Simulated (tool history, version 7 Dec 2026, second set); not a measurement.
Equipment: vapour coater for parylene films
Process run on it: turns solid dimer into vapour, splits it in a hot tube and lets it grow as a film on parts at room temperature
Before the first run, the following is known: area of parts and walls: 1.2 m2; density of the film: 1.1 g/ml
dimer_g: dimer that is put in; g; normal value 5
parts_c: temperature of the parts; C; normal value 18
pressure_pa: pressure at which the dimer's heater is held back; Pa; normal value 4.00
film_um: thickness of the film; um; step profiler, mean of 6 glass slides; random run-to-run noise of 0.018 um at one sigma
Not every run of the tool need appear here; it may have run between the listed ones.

{"run": 1, "hour": 0.0, "dimer_g": 5, "parts_c": 18, "pressure_pa": 4.0, "film_um": 1.97}
{"hour": 45.5, "done": "trap's valve overhauled"}
{"run": 2, "hour": 45.5, "dimer_g": 5, "parts_c": 18, "pressure_pa": 4.0, "film_um": 2.18}
{"run": 3, "hour": 70.4, "dimer_g": 5, "parts_c": 18, "pressure_pa": 4.0, "film_um": 2.18}
{"run": 4, "hour": 109.1, "dimer_g": 5, "parts_c": 18, "pressure_pa": 4.0, "film_um": 2.19}
{"run": 5, "hour": 144.1, "dimer_g": 5, "parts_c": 18, "pressure_pa": 4.0, "film_um": 2.17}
{"run": 6, "hour": 178.8, "dimer_g": 5, "parts_c": 18, "pressure_pa": 4.0, "film_um": 2.16}
{"run": 7, "hour": 203.8, "dimer_g": 5, "parts_c": 18, "pressure_pa": 4.0, "film_um": 2.16}
{"run": 8, "hour": 235.1, "dimer_g": 5, "parts_c": 18, "pressure_pa": 4.0, "film_um": 2.16}
{"run": 9, "hour": 255.6, "dimer_g": 5, "parts_c": 18, "pressure_pa": 4.0, "film_um": 2.17}
{"run": 10, "hour": 294.0, "dimer_g": 5, "parts_c": 18, "pressure_pa": 4.0, "film_um": 2.17}
{"run": 11, "hour": 317.9, "dimer_g": 5, "parts_c": 18, "pressure_pa": 4.0, "film_um": 2.15}
{"run": 12, "hour": 350.1, "dimer_g": 5, "parts_c": 18, "pressure_pa": 4.0, "film_um": 2.14}
{"run": 13, "hour": 369.4, "dimer_g": 3, "parts_c": 18, "pressure_pa": 4.0, "film_um": 1.31}
{"run": 14, "hour": 404.2, "dimer_g": 5, "parts_c": 18, "pressure_pa": 11.84, "film_um": 1.68}
{"run": 15, "hour": 449.4, "dimer_g": 5, "parts_c": 18, "pressure_pa": 11.84, "film_um": 1.74}
{"run": 16, "hour": 487.7, "dimer_g": 4, "parts_c": 28, "pressure_pa": 4.0, "film_um": 1.34}
{"run": 17, "hour": 513.4, "dimer_g": 3, "parts_c": 15, "pressure_pa": 4.0, "film_um": 1.36}
{"run": 18, "hour": 552.4, "dimer_g": 3, "parts_c": 15, "pressure_pa": 4.0, "film_um": 1.35}
{"run": 19, "hour": 587.2, "dimer_g": 8, "parts_c": 23, "pressure_pa": 10.51, "film_um": 2.45}
{"run": 20, "hour": 612.4, "dimer_g": 8, "parts_c": 23, "pressure_pa": 11.19, "film_um": 2.37}
{"run": 21, "hour": 653.5, "dimer_g": 8, "parts_c": 23, "pressure_pa": 11.19, "film_um": 2.39}
{"run": 22, "hour": 691.9, "dimer_g": 8, "parts_c": 23, "pressure_pa": 9.31, "film_um": 2.49}

5 ways to go on from here, each from the tool as it stands after run 22. What would each give?
{"run": "A", "hour": 712.0, "dimer_g": 5, "parts_c": 11, "pressure_pa": 11.39, "film_um": "?"}
{"run": "B", "hour": 712.0, "dimer_g": 3, "parts_c": 23, "pressure_pa": 8.87, "film_um": "?"}
{"run": "C", "hour": 712.0, "dimer_g": 4, "parts_c": 20, "pressure_pa": 7.23, "film_um": "?"}
{"run": "D", "hour": 712.0, "dimer_g": 2, "parts_c": 18, "pressure_pa": 6.47, "film_um": "?"}
{"run": "E", "hour": 712.0, "dimer_g": 7, "parts_c": 26, "pressure_pa": 8.05, "film_um": "?"}

run=A film_um=1.98
run=B film_um=0.92
run=C film_um=1.39
run=D film_um=0.74
run=E film_um=2.04
Without the tool's unlogged condition, the same runs would have read:
run=A film_um=2.09
run=B film_um=0.97
run=C film_um=1.47
run=D film_um=0.78
run=E film_um=2.16
